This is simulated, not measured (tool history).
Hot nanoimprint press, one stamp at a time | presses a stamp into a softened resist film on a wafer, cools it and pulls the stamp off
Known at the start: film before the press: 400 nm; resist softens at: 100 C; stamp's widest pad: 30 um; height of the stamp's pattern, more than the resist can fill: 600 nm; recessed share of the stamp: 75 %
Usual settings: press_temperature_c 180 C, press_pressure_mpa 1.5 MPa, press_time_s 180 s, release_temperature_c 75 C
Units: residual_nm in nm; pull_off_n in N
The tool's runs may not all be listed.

run	hour	press_temperature_c	press_pressure_mpa	press_time_s	release_temperature_c	residual_nm	pull_off_n
1	0	180	1.5	180	75	185.9	127
2	9.6	180	1.5	180	75	185.7	133
3	20.8	180	1.38	180	75	192.6	128
4	31.7	180	1.38	180	75	192.3	125
5	46.1	180	1.5	180	75	186	131
6	58.9	180	1.5	180	75	185.9	132
# hour 72.3: stamp cleaned and given a new release coat
7	77.8	180	1.5	180	75	186.4	124
# hour 83.6: plate thermocouple calibrated
8	95	180	1.5	228	75	171.7	132
9	105.1	180	1.5	228	75	171.7	130
10	119.5	177	1.5	180	75	205.3	129
11	130.3	180	1.5	180	63	186.9	148
12	146.1	170	1.5	180	75	252	131
13	155.3	176	1.5	180	75	211.2	131
14	166.4	180	1.5	166	75	191.7	134
15	174.5	180	1.5	166	75	192.8	130
16	183.6	180	1.5	166	75	193.6	129
17	192	180	1.8	180	70	171.4	142
18	208.5	183	1.36	301	80	149	121
19	215.8	180	1.58	180	71	182.7	140

The next listed run, before its measurement:
20	226.2	180	1.58	180	71	?	?

{"run 20": {"residual_nm": 183, "pull_off_n": 138}}
Without the tool's hidden state the same run would have given residual_nm 180.5 nm, pull_off_n 137 N.
